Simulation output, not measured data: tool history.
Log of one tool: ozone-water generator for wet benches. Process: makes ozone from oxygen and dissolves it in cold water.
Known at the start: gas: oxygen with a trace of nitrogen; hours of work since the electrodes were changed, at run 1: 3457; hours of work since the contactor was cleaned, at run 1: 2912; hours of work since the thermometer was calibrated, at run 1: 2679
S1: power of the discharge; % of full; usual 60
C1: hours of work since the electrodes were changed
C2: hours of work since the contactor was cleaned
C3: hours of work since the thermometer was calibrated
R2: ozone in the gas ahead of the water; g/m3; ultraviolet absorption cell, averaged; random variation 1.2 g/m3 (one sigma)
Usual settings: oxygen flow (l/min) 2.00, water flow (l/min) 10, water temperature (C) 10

Run 1, hour 0.0: usual settings; C1 3457; C2 2912; C3 2679. Result: dissolved ozone (ppm) 23.7, R2 207.0 g/m3.
Run 2, hour 91.1: usual settings but S1 55 % of full; C1 3541; C2 2996; C3 2763. Result: dissolved ozone (ppm) 22.1, R2 196.2 g/m3.
Run 3, hour 176.8: usual settings but S1 55 % of full; C1 3619; C2 3075; C3 2842. Result: dissolved ozone (ppm) 22.4, R2 196.5 g/m3.
Run 4, hour 233.6: usual settings but S1 55 % of full; C1 3672; C2 3127; C3 2894. Result: dissolved ozone (ppm) 22.3, R2 195.5 g/m3.
Run 5, hour 284.5: usual settings but S1 67 % of full; C1 3719; C2 3174; C3 2941. Result: dissolved ozone (ppm) 25.5, R2 225.4 g/m3.
Run 6, hour 383.7: usual settings but S1 67 % of full; C1 3810; C2 3266; C3 3032. Result: dissolved ozone (ppm) 25.3, R2 223.0 g/m3.
Run 7, hour 440.0: usual settings; C1 3862; C2 3317; C3 3084. Result: dissolved ozone (ppm) 23.6, R2 205.3 g/m3.
Run 8, hour 495.4: usual settings but oxygen flow (l/min) 2.94; C1 3913; C2 3368; C3 3135. Result: dissolved ozone (ppm) 24.5, R2 169.1 g/m3.
Run 9, hour 594.9: usual settings; C1 4004; C2 3460; C3 3226. Result: dissolved ozone (ppm) 23.6, R2 206.3 g/m3.
Run 10, hour 640.7: usual settings; C1 4046; C2 3502; C3 3269. Result: dissolved ozone (ppm) 23.3, R2 207.1 g/m3.
Run 11, hour 704.5: usual settings; C1 4105; C2 3561; C3 3327. Result: dissolved ozone (ppm) 23.4, R2 208.0 g/m3.
Run 12, hour 751.1: usual settings; C1 4148; C2 3604; C3 3370. Result: dissolved ozone (ppm) 23.6, R2 206.5 g/m3.
Run 13, hour 800.6: usual settings; C1 4194; C2 3649; C3 3416. Result: dissolved ozone (ppm) 23.6, R2 207.5 g/m3.
Run 14, hour 856.1: usual settings; C1 4245; C2 3700; C3 3467. Result: dissolved ozone (ppm) 23.7, R2 208.1 g/m3.
Run 15, hour 929.9: usual settings; C1 4313; C2 3768; C3 3535. Result: dissolved ozone (ppm) 23.8, R2 206.4 g/m3.
Run 16, hour 999.0: usual settings but water flow (l/min) 8; C1 4376; C2 3832; C3 3598. Result: dissolved ozone (ppm) 27.9, R2 207.0 g/m3.
Run 17, hour 1071.4: usual settings but water temperature (C) 6; C1 4443; C2 3899; C3 3665. Result: dissolved ozone (ppm) 24.4, R2 208.3 g/m3.
Run 18, hour 1139.7: usual settings but S1 56 % of full, oxygen flow (l/min) 1.46, water flow (l/min) 9, water temperature (C) 14; C1 4506; C2 3961; C3 3728. Result: dissolved ozone (ppm) 22.5, R2 232.3 g/m3.
Run 19, hour 1183.0: usual settings but S1 96 % of full, oxygen flow (l/min) 1.65; C1 4546; C2 4001; C3 3768. Result: dissolved ozone (ppm) 31.6, R2 312.6 g/m3.
Run 20, hour 1265.2: usual settings but S1 41 % of full, water flow (l/min) 13; C1 4621; C2 4077; C3 3843. Result: dissolved ozone (ppm) 14.7, R2 159.4 g/m3.
Run 21, hour 1308.5: usual settings but water flow (l/min) 9; C1 4661; C2 4117; C3 3883. Result: dissolved ozone (ppm) 25.6, R2 207.0 g/m3.
Run 22, hour 1374.5: usual settings but oxygen flow (l/min) 2.03, water flow (l/min) 9, water temperature (C) 6; C1 4722; C2 4178; C3 3944. Result: dissolved ozone (ppm) 26.8, R2 204.9 g/m3.
Run 23, hour 1417.5: usual settings but water flow (l/min) 7, water temperature (C) 17; C1 4761; C2 4217; C3 3984. Result: dissolved ozone (ppm) 27.9, R2 205.8 g/m3.
Run 24, hour 1504.5: usual settings but S1 47 % of full, oxygen flow (l/min) 2.47, water flow (l/min) 12, water temperature (C) 17; C1 4842; C2 4297; C3 4064. Result: dissolved ozone (ppm) 16.4, R2 154.1 g/m3.
Run 25, hour 1576.6: usual settings but S1 47 % of full, oxygen flow (l/min) 2.62, water flow (l/min) 8; C1 4908; C2 4364; C3 4130. Result: dissolved ozone (ppm) 23.9, R2 150.0 g/m3.
Run 26, hour 1661.5: usual settings but oxygen flow (l/min) 3.18; C1 4986; C2 4442; C3 4208. Result: dissolved ozone (ppm) 24.4, R2 160.1 g/m3.
Run 27, hour 1721.5: usual settings but oxygen flow (l/min) 1.33, water flow (l/min) 8, water temperature (C) 16; C1 5041; C2 4497; C3 4263. Result: dissolved ozone (ppm) 25.0, R2 255.6 g/m3.
Run 28, hour 1809.6: usual settings but oxygen flow (l/min) 1.33, water flow (l/min) 8, water temperature (C) 16; C1 5122; C2 4578; C3 4345. Result: dissolved ozone (ppm) 24.8, R2 251.1 g/m3.
Run 29, hour 1896.8: usual settings but oxygen flow (l/min) 1.53, water flow (l/min) 8, water temperature (C) 16; C1 5203; C2 4658; C3 4425. Result: dissolved ozone (ppm) 25.2, R2 236.4 g/m3.
Run 30, hour 1956.5: usual settings but oxygen flow (l/min) 1.08, water flow (l/min) 8, water temperature (C) 12; C1 5258; C2 4713; C3 4480. Result: dissolved ozone (ppm) 24.8, R2 283.6 g/m3.
Run 31, hour 2017.2: usual settings but S1 78 % of full, oxygen flow (l/min) 1.08; C1 5313; C2 4769; C3 4536. Result: dissolved ozone (ppm) 24.9, R2 339.2 g/m3.
Run 32, hour 2096.4: usual settings but S1 78 % of full, oxygen flow (l/min) 1.08; C1 5386; C2 4842; C3 4608. Result: dissolved ozone (ppm) 24.5, R2 337.7 g/m3.
Run 33, hour 2149.0: usual settings but S1 69 % of full, oxygen flow (l/min) 1.08, water flow (l/min) 8; C1 5435; C2 4890; C3 4657. Result: dissolved ozone (ppm) 27.7, R2 312.2 g/m3.
At hour 2191.6: gauge calibrated.
Run 34, hour 2225.6: usual settings but oxygen flow (l/min) 1.09; C1 5505; C2 4961; C3 4727. Result: dissolved ozone (ppm) 20.8, R2 286.2 g/m3.

Measured less the same run without the tool's hidden state. The same run-to-run variation is in both; the gauge's scatter may not be:
The hidden state here: yield of the discharge, % of new electrodes'; contactor's efficiency, % of a clean one's; true water temperature over the reading, C; drift of the gauge itself on ozone_ppm, %; drift of the gauge itself on gas_g_m3, %.
run     R2
  1   -0.2
  2   -0.5
  3   -0.6
  4   -0.8
  5   -1.1
  6   -1.4
  7   -1.5
  8   -1.3
  9   -1.9
 10   -2.1
 11   -2.2
 12   -2.4
 13   -2.5
 14   -2.7
 15   -2.8
 16   -3.0
 17   -3.3
 18   -3.8
 19   -5.6
 20   -2.9
 21   -4.0
 22   -4.0
 23   -4.2
 24   -3.3
 25   -3.3
 26   -3.8
 27   -6.3
 28   -6.5
 29   -6.4
 30   -7.9
 31   -9.9
 32  -10.2
 33   -9.7
 34   -0.6
dissolved ozone (ppm): within 0.1 of the measured result in every run.

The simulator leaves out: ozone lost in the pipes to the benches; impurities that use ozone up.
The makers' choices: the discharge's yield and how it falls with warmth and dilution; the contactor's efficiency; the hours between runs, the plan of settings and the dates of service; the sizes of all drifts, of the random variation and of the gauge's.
